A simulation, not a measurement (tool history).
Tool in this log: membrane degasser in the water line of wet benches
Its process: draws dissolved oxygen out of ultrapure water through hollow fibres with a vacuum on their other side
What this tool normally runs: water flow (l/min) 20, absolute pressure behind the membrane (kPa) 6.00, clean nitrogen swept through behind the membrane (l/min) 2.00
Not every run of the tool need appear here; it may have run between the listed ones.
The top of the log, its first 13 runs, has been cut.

| run | hour | water flow (l/min) | absolute pressure behind the membrane (kPa) | clean nitrogen swept through behind the membrane (l/min) | dissolved oxygen in the water behind the degasser (ppb) | pressure that the water loses in the fibres (kPa) |
|---|---|---|---|---|---|---|
| 14 | 1664.9 | 17 | 6.00 | 2.00 | 59.2 | 25.46 |
| 15 | 1837.6 | 17 | 6.00 | 2.00 | 59.5 | 25.24 |
| 16 | 1923.0 | 26 | 7.21 | 2.00 | 130.1 | 38.67 |
| 17 | 2029.4 | 19 | 4.09 | 2.88 | 16.5 | 28.30 |
|  | 2039.2 | vacuum gauge calibrated |
| 18 | 2186.2 | 18 | 7.79 | 0.81 | 223.6 | 26.85 |
| 19 | 2336.7 | 18 | 7.79 | 0.81 | 226.1 | 26.96 |
|  | 2450.4 | vacuum gauge calibrated, once more |
| 20 | 2468.9 | 32 | 12.88 | 2.16 | 341.7 | 47.79 |
| 21 | 2541.2 | 32 | 12.88 | 2.16 | 342.0 | 48.14 |
| 22 | 2695.9 | 32 | 12.88 | 2.16 | 342.2 | 48.08 |
| 23 | 2797.1 | 26 | 12.88 | 0.90 | 572.8 | 39.19 |
| 24 | 2971.7 | 26 | 12.88 | 0.90 | 575.9 | 38.78 |
| 25 | 3127.8 | 14 | 5.33 | 2.17 | 35.3 | 20.90 |
| 26 | 3252.6 | 20 | 5.86 | 2.21 | 61.7 | 29.99 |
| 27 | 3367.6 | 18 | 6.00 | 3.27 | 40.4 | 27.17 |
| 28 | 3477.0 | 18 | 6.00 | 3.27 | 40.5 | 27.23 |
| 29 | 3572.4 | 18 | 6.00 | 3.27 | 40.7 | 26.89 |
| 30 | 3701.0 | 15 | 11.27 | 3.48 | 89.5 | 22.65 |

Forecast each of these 5 alternatives for the next run:
| A | 3779.9 | 20 | 11.53 | 1.15 | ? | ? |
| B | 3779.9 | 21 | 10.26 | 1.31 | ? | ? |
| C | 3779.9 | 20 | 14.34 | 1.66 | ? | ? |
| D | 3779.9 | 20 | 14.96 | 2.57 | ? | ? |
| E | 3779.9 | 15 | 10.73 | 1.05 | ? | ? |

| run | dissolved oxygen in the water behind the degasser (ppb) | pressure that the water loses in the fibres (kPa) |
|---|---|---|
| A | 325.9 | 29.85 |
| B | 260.9 | 31.55 |
| C | 312.7 | 30.02 |
| D | 223.4 | 29.98 |
| E | 250.7 | 22.57 |
With no hidden state in the tool, these same runs would have given:
| run | dissolved oxygen in the water behind the degasser (ppb) | pressure that the water loses in the fibres (kPa) |
|---|---|---|
| A | 317.5 | 28.52 |
| B | 253.7 | 30.15 |
| C | 303.3 | 28.70 |
| D | 215.5 | 28.65 |
| E | 241.9 | 21.57 |
